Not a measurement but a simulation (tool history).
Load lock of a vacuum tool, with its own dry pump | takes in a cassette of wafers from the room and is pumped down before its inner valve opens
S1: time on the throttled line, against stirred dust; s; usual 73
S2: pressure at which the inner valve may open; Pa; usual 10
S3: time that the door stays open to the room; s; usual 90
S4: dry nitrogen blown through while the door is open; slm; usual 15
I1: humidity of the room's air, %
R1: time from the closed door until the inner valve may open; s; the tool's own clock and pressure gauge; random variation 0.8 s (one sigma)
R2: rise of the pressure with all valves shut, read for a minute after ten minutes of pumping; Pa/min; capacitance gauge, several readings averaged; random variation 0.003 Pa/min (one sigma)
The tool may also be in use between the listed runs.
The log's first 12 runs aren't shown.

run    hour   S1  S2   S3  S4    I1     R1     R2
 13  3092.3  115  10   90  20  41.6  158.8  0.026
 14  3465.0  115  10   90   9  45.1  158.6  0.030
 15  3758.1  115  10   90   9  45.0  156.3  0.037
 16  3961.1  115  10   90   9  43.7  158.3  0.033
 17  4139.2   73  10  128  15  47.3  123.6  0.038
 18  4312.0   73  10  128  15  43.1  122.7  0.039
 19  4532.9   73  15   90  16  41.6  120.9  0.025
 20  4872.3   73  15   90  16  42.4  121.2  0.034
 21  5038.2   73  10   90  28  44.1  123.0  0.023
 22  5402.3   76  10   90  16  47.0  123.7  0.032
 23  5672.1   86  11   94  38  47.0  132.2  0.033
 24  6001.7   86  11   94  38  43.3  132.9  0.023
 25  6329.6   54  10   67   6  45.0  108.7  0.027
 26  6654.3   40  11   67   6  44.9   95.1  0.029
 27  6815.8   73   9   90  10  44.1  124.6  0.033
 28  7096.2   43  10   93  15  43.1   98.9  0.027
 29  7429.6  135  13  106  12  45.2  170.5  0.035
 30  7761.4   87   8   25  17  43.8  135.1  0.016
 31  8113.1   86  10   90  32  43.2  133.8  0.027
 32  8347.0   90  13   30  32  47.7  134.8  0.014
 33  8585.3   90  13   30  32  44.9  136.0  0.012
 34  8761.1   36  10   90  15  46.0   92.8  0.034
 35  9033.1   73  10   27  15  45.1  123.4  0.015
 36  9200.5   73  10   27  15  43.8  122.1  0.024

Forecast each of these 4 alternatives for the next run:
  A  9486.2  121  10  90  15  43.9   ?   ?
  B  9486.2   99  19  27  23  46.6   ?   ?
  C  9486.2   52  19  76  15  48.1   ?   ?
  D  9486.2   60  12  90  11  43.8   ?   ?

run     R1     R2
  A  162.0  0.026
  B  137.9  0.017
  C  100.6  0.028
  D  110.6  0.038
Without the tool's hidden state the same runs would have given:
run     R1     R2
  A  162.0  0.025
  B  137.9  0.016
  C  100.6  0.026
  D  110.6  0.036
